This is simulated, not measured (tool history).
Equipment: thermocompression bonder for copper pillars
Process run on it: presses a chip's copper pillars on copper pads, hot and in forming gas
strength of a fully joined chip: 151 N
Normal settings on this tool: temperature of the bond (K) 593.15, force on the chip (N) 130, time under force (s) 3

run	hour	temperature of the bond (K)	force on the chip (N)	time under force (s)	force that shears a chip off (N)
1	0.0	593.15	130	3	82.5
2	12.5	593.15	130	3	82.5
3	24.5	593.15	130	3	82.7
4	37.7	593.15	130	3	82.5
5	51.2	593.15	130	3	82.5
6	59.7	593.15	130	3	82.3
7	67.1	593.15	139	3	84.9
8	72.8	602.15	130	3	87.8
9	85.4	602.15	130	3	87.7
10	94.5	602.15	130	3	87.5
11	102.4	616.15	192	2	101.1
12	115.8	593.15	130	2	72.1
13	125.0	572.15	82	3	52.9
14	136.2	572.15	82	3	53.0
15	148.5	602.15	100	3	76.6
16	161.4	602.15	100	3	76.5
17	172.6	593.15	119	3	78.5
18	179.6	594.15	171	3	94.3
19	187.9	600.15	153	2	82.5
20	197.0	608.15	91	2	66.0

Here are 4 independent what-if runs from the current tool condition. What would each one return?
A	204.3	580.15	164	2	?
B	204.3	580.15	130	7	?
C	204.3	593.15	82	3	?
D	204.3	593.15	130	7	?

run	force that shears a chip off (N)
A	73.6
B	96.6
C	63.9
D	104.5
Had the tool no hidden state, the same runs would have come out as:
run	force that shears a chip off (N)
A	75.9
B	99.9
C	65.8
D	108.1
